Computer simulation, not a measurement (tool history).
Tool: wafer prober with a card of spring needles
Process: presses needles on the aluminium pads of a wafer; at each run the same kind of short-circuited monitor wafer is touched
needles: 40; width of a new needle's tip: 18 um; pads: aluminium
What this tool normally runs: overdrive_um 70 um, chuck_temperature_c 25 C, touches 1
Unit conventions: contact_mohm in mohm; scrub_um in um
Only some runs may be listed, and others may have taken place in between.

run 1 hour=0.0 | overdrive_um=70 chuck_temperature_c=25 touches=1 | contact_mohm=142 scrub_um=17.13
-- hour=8.0 tips cleaned on abrasive film
run 2 hour=12.1 | overdrive_um=70 chuck_temperature_c=120 touches=1 | contact_mohm=158 scrub_um=17.15
-- hour=17.9 tips cleaned on abrasive film
run 3 hour=24.8 | overdrive_um=70 chuck_temperature_c=25 touches=1 | contact_mohm=144 scrub_um=17.09
-- hour=27.9 tips cleaned on abrasive film
-- hour=38.5 tips cleaned on abrasive film
run 4 hour=40.1 | overdrive_um=70 chuck_temperature_c=25 touches=1 | contact_mohm=144 scrub_um=17.03
-- hour=49.0 tips cleaned on abrasive film
-- hour=59.3 tips cleaned on abrasive film
run 5 hour=65.6 | overdrive_um=70 chuck_temperature_c=25 touches=3 | contact_mohm=144 scrub_um=17.11
-- hour=70.1 tips cleaned on abrasive film
-- hour=80.0 tips cleaned on abrasive film
run 6 hour=84.9 | overdrive_um=70 chuck_temperature_c=25 touches=1 | contact_mohm=141 scrub_um=17.09
-- hour=89.4 tips cleaned on abrasive film
-- hour=99.3 tips cleaned on abrasive film
-- hour=109.6 tips cleaned on abrasive film
run 7 hour=110.8 | overdrive_um=70 chuck_temperature_c=25 touches=1 | contact_mohm=144 scrub_um=17.02
-- hour=120.6 tips cleaned on abrasive film
-- hour=130.9 tips cleaned on abrasive film
run 8 hour=134.8 | overdrive_um=70 chuck_temperature_c=25 touches=1 | contact_mohm=141 scrub_um=17.14
-- hour=141.4 tips cleaned on abrasive film
-- hour=150.9 tips cleaned on abrasive film
-- hour=158.4 height of the first contact set anew
run 9 hour=158.7 | overdrive_um=77 chuck_temperature_c=25 touches=1 | contact_mohm=139 scrub_um=18.81
-- hour=161.1 tips cleaned on abrasive film
-- hour=171.2 tips cleaned on abrasive film
run 10 hour=177.5 | overdrive_um=64 chuck_temperature_c=25 touches=2 | contact_mohm=142 scrub_um=15.60
-- hour=180.7 tips cleaned on abrasive film
-- hour=191.4 tips cleaned on abrasive film
run 11 hour=200.0 | overdrive_um=62 chuck_temperature_c=111 touches=2 | contact_mohm=157 scrub_um=15.15
-- hour=201.9 tips cleaned on abrasive film
-- hour=211.4 tips cleaned on abrasive film
run 12 hour=215.5 | overdrive_um=51 chuck_temperature_c=111 touches=2 | contact_mohm=159 scrub_um=12.35
-- hour=221.0 tips cleaned on abrasive film
-- hour=231.6 tips cleaned on abrasive film
run 13 hour=239.0 | overdrive_um=70 chuck_temperature_c=27 touches=1 | contact_mohm=142 scrub_um=17.04
-- hour=242.8 tips cleaned on abrasive film
-- hour=252.3 tips cleaned on abrasive film
run 14 hour=252.3 | overdrive_um=70 chuck_temperature_c=27 touches=1 | contact_mohm=139 scrub_um=17.04
-- hour=261.6 tips cleaned on abrasive film
-- hour=272.0 tips cleaned on abrasive film
run 15 hour=275.8 | overdrive_um=86 chuck_temperature_c=27 touches=2 | contact_mohm=140 scrub_um=20.92
-- hour=282.2 tips cleaned on abrasive film
run 16 hour=286.9 | overdrive_um=86 chuck_temperature_c=27 touches=2 | contact_mohm=138 scrub_um=20.90

3 options for the next run, each taken on its own from the tool as it stands now. Forecast them:
-- hour=291.8 tips cleaned on abrasive film
-- hour=302.2 tips cleaned on abrasive film
run A hour=307.6 | overdrive_um=69 chuck_temperature_c=27 touches=2 | contact_mohm=? scrub_um=?
-- hour=291.8 tips cleaned on abrasive film
-- hour=302.2 tips cleaned on abrasive film
run B hour=307.6 | overdrive_um=85 chuck_temperature_c=89 touches=2 | contact_mohm=? scrub_um=?
-- hour=291.8 tips cleaned on abrasive film
-- hour=302.2 tips cleaned on abrasive film
run C hour=307.6 | overdrive_um=75 chuck_temperature_c=79 touches=1 | contact_mohm=? scrub_um=?

run=A contact_mohm=140 scrub_um=16.69
run=B contact_mohm=150 scrub_um=20.62
run=C contact_mohm=145 scrub_um=18.25
With the hidden condition removed and each run's random variation left untouched, the same runs would have given:
run=A contact_mohm=140 scrub_um=16.83
run=B contact_mohm=149 scrub_um=20.78
run=C contact_mohm=145 scrub_um=18.40
